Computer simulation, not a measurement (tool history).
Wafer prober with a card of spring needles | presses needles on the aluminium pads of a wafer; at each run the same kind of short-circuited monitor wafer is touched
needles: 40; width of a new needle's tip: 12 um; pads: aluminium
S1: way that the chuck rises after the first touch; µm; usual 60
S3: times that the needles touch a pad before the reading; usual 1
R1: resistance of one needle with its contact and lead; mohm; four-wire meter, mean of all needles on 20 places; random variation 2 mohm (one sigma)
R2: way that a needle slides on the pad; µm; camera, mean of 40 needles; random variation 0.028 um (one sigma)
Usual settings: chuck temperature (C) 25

Run 1, hour 0: usual settings. Result: R1 343 mohm, R2 14.2 µm.
At hour 3.9: tips cleaned on abrasive film.
Run 2, hour 15.7: usual settings. Result: R1 312 mohm, R2 14.14 µm.
At hour 28.5: tips cleaned on abrasive film.
Run 3, hour 28.5: usual settings but chuck temperature (C) 26. Result: R1 234 mohm, R2 14.15 µm.
Run 4, hour 44.8: usual settings but chuck temperature (C) 26. Result: R1 329 mohm, R2 14.13 µm.
At hour 53.4: tips cleaned on abrasive film.
Run 5, hour 67.1: usual settings but chuck temperature (C) 26. Result: R1 319 mohm, R2 14.14 µm.
At hour 78.5: tips cleaned on abrasive film.
Run 6, hour 87.4: usual settings but chuck temperature (C) 26. Result: R1 291 mohm, R2 14.05 µm.
At hour 103.7: tips cleaned on abrasive film.
Run 7, hour 103.7: usual settings but chuck temperature (C) 26. Result: R1 237 mohm, R2 14.04 µm.
Run 8, hour 118.6: usual settings but chuck temperature (C) 26. Result: R1 318 mohm, R2 14.03 µm.
At hour 128.5: tips cleaned on abrasive film.
Run 9, hour 130.2: usual settings but chuck temperature (C) 26. Result: R1 247 mohm, R2 14.01 µm.
Run 10, hour 142.6: usual settings but chuck temperature (C) 26. Result: R1 315 mohm, R2 14.05 µm.
At hour 153.4: tips cleaned on abrasive film.
Run 11, hour 159.3: usual settings. Result: R1 280 mohm, R2 13.99 µm.
At hour 178.9: tips cleaned on abrasive film.
Run 12, hour 182.1: usual settings. Result: R1 257 mohm, R2 13.96 µm.
Run 13, hour 197.1: usual settings. Result: R1 343 mohm, R2 13.94 µm.
At hour 204: tips cleaned on abrasive film.
Run 14, hour 210.6: usual settings. Result: R1 291 mohm, R2 13.93 µm.
Run 15, hour 225.4: usual settings. Result: R1 344 mohm, R2 13.93 µm.
At hour 229.8: tips cleaned on abrasive film.
Run 16, hour 241.1: usual settings. Result: R1 311 mohm, R2 13.9 µm.
At hour 254.1: tips cleaned on abrasive film.
Run 17, hour 264.3: usual settings. Result: R1 303 mohm, R2 13.86 µm.
At hour 278.9: tips cleaned on abrasive film.
Run 18, hour 283.3: usual settings but S1 61 µm, chuck temperature (C) 32, S3 2. Result: R1 257 mohm, R2 14.07 µm.
Run 19, hour 293.2: usual settings but S1 61 µm, chuck temperature (C) 32, S3 2. Result: R1 284 mohm, R2 14.06 µm.
At hour 299.1: height of the first contact set anew.
At hour 304.9: tips cleaned on abrasive film.
Run 20, hour 310: usual settings but chuck temperature (C) 64. Result: R1 277 mohm, R2 14.17 µm.
Run 21, hour 327: usual settings but S1 42 µm, chuck temperature (C) 54. Result: R1 456 mohm, R2 9.89 µm.
At hour 329.2: tips cleaned on abrasive film.
Run 22, hour 344.4: usual settings but S1 77 µm, chuck temperature (C) 60. Result: R1 290 mohm, R2 18.19 µm.
At hour 354.3: tips cleaned on abrasive film.
Run 23, hour 357.4: usual settings but S1 57 µm, chuck temperature (C) 85, S3 2. Result: R1 256 mohm, R2 13.4 µm.
Run 24, hour 367.7: usual settings but S1 57 µm, chuck temperature (C) 85, S3 2. Result: R1 288 mohm, R2 13.47 µm.
At hour 380.2: tips cleaned on abrasive film.
Run 25, hour 380.8: usual settings but S1 57 µm, chuck temperature (C) 85, S3 2. Result: R1 247 mohm, R2 13.35 µm.
Run 26, hour 396.9: usual settings but S1 57 µm, chuck temperature (C) 85, S3 2. Result: R1 307 mohm, R2 13.33 µm.
At hour 404.6: tips cleaned on abrasive film.
Run 27, hour 418.4: usual settings but chuck temperature (C) 92, S3 2. Result: R1 292 mohm, R2 14.07 µm.
At hour 430.6: tips cleaned on abrasive film.
Run 28, hour 434.6: usual settings but chuck temperature (C) 92, S3 2. Result: R1 264 mohm, R2 13.98 µm.
Run 29, hour 445.5: usual settings but S1 52 µm, chuck temperature (C) 28, S3 2. Result: R1 302 mohm, R2 12.14 µm.
At hour 454.9: tips cleaned on abrasive film.
Run 30, hour 459.2: usual settings but chuck temperature (C) 43. Result: R1 262 mohm, R2 14.03 µm.
Run 31, hour 478.3: usual settings but chuck temperature (C) 43. Result: R1 354 mohm, R2 14.03 µm.
At hour 479.6: tips cleaned on abrasive film.
Run 32, hour 497.4: usual settings but chuck temperature (C) 43. Result: R1 351 mohm, R2 14.01 µm.
At hour 504.7: tips cleaned on abrasive film.
Run 33, hour 508.3: usual settings but chuck temperature (C) 30, S3 2. Result: R1 244 mohm, R2 14 µm.
Run 34, hour 523.2: usual settings but S1 43 µm, chuck temperature (C) 33, S3 3. Result: R1 306 mohm, R2 9.95 µm.

Some steps in R1 between neighbouring runs. How much of each would the tool show without its hidden state too (settings, what came in, random variation), and how much is left for the hidden state, with any gauge scatter that isn't in both results?
The hidden state here: debris on the tips, nm; way that the needles fall short of the set height, um; tips' diameter, um; drift of the gauge itself on contact_mohm, %; drift of the gauge itself on scrub_um, %.
Run 20 -> 21: S1 60 -> 42, chuck temperature (C) 64 -> 54. R1 +179 mohm: hidden state +172, all else +7.
Run 21 -> 22: S1 42 -> 77, chuck temperature (C) 54 -> 60, tips cleaned on abrasive film. R1 -166 mohm: hidden state -158, all else -8.
Run 32 -> 33: chuck temperature (C) 43 -> 30, S3 1 -> 2, tips cleaned on abrasive film. R1 -107 mohm: hidden state -97, all else -10.
